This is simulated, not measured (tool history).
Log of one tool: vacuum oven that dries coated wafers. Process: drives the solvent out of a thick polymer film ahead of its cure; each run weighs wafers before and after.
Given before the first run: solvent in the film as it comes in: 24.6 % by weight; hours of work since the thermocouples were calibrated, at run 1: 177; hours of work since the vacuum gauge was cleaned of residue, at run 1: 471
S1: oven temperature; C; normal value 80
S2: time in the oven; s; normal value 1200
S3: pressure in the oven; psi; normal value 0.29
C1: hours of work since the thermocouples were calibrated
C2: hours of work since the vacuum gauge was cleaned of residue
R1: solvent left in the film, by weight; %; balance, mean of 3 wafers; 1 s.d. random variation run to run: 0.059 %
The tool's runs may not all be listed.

| run | day | S1 | S2 | S3 | C1 | C2 | R1 |
|---|---|---|---|---|---|---|---|
| 1 | 0 | 80 | 1200 | 0.29 | 177 | 471 | 3.22 |
| 2 | 0.879 | 80 | 660 | 0.29 | 190 | 484 | 7.11 |
| 3 | 1.533 | 80 | 660 | 0.29 | 200 | 494 | 6.97 |
| 4 | 2.096 | 80 | 720 | 0.29 | 209 | 503 | 6.35 |
| 5 | 2.946 | 80 | 720 | 0.29 | 222 | 516 | 6.5 |
| 6 | 3.942 | 80 | 1200 | 0.451 | 238 | 531 | 3.49 |
| 7 | 4.729 | 80 | 1200 | 0.451 | 250 | 543 | 3.56 |
| 8 | 6.004 | 80 | 1200 | 0.29 | 269 | 563 | 3.33 |
| 9 | 6.875 | 80 | 1200 | 0.674 | 283 | 577 | 4.03 |
| 10 | 8.204 | 80 | 1200 | 0.674 | 303 | 597 | 4.11 |
| 11 | 9.542 | 80 | 1740 | 0.29 | 324 | 618 | 1.7 |
| 12 | 10.208 | 80 | 1740 | 0.29 | 334 | 628 | 1.78 |
| 13 | 11.158 | 80 | 1740 | 0.29 | 349 | 643 | 1.78 |
| 14 | 12.075 | 80 | 1740 | 0.29 | 363 | 657 | 1.7 |
| 15 | 13.079 | 80 | 1200 | 0.29 | 378 | 672 | 3.26 |
| 16 | 14.283 | 80 | 1200 | 0.445 | 397 | 691 | 3.45 |
| 17 | 15.375 | 80 | 1200 | 0.445 | 414 | 708 | 3.54 |
| 18 | 16.221 | 80 | 1200 | 0.445 | 427 | 721 | 3.53 |
| 19 | 17.521 | 75 | 1200 | 0.29 | 447 | 741 | 4.91 |
| 20 | 18.638 | 80 | 1200 | 0.326 | 464 | 758 | 3.28 |
| 21 | 19.408 | 80 | 1200 | 0.326 | 476 | 770 | 3.32 |
| 22 | 20.112 | 80 | 1200 | 0.326 | 487 | 781 | 3.42 |
| 23 | 21.383 | 80 | 1200 | 0.326 | 507 | 800 | 3.45 |
| 24 | 22.121 | 82 | 1200 | 0.284 | 518 | 812 | 2.69 |
| 25 | 23.158 | 84 | 1200 | 0.29 | 534 | 828 | 2.17 |
| 26 | 24.033 | 84 | 1200 | 0.29 | 547 | 841 | 2.23 |
| 27 | 25.392 | 85 | 2100 | 0.641 | 568 | 862 | 1.45 |
| 28 | 26.283 | 85 | 2100 | 0.641 | 582 | 876 | 1.43 |
| 29 | 27.475 | 88 | 1200 | 0.435 | 601 | 894 | 1.74 |
| 30 | 28.062 | 80 | 1920 | 0.37 | 610 | 903 | 1.57 |
| 31 | 29.179 | 80 | 1920 | 0.37 | 627 | 921 | 1.6 |
| 32 | 30.079 | 84 | 1200 | 0.257 | 641 | 934 | 2.18 |
| 33 | 31.038 | 84 | 1200 | 1.007 | 655 | 949 | 3.56 |
| 34 | 31.917 | 80 | 840 | 0.799 | 669 | 963 | 6.29 |
| 35 | 32.575 | 80 | 840 | 0.799 | 679 | 973 | 6.41 |
| 36 | 33.821 | 86 | 780 | 0.157 | 698 | 992 | 3.76 |
| 37 | 35.104 | 79 | 1860 | 0.278 | 718 | 1012 | 1.65 |
| 38 | 35.717 | 79 | 1860 | 0.278 | 728 | 1021 | 1.61 |
| 39 | 36.629 | 79 | 1860 | 0.927 | 742 | 1035 | 3.17 |

For run 40, what comes out?
| 40 | 37.817 | 80 | 1200 | 0.329 | 760 | 1054 | ? |

{"run 40": {"R1": 3.35}}
Minus the tool's unlogged condition, the same run would have read R1 3.33 %.
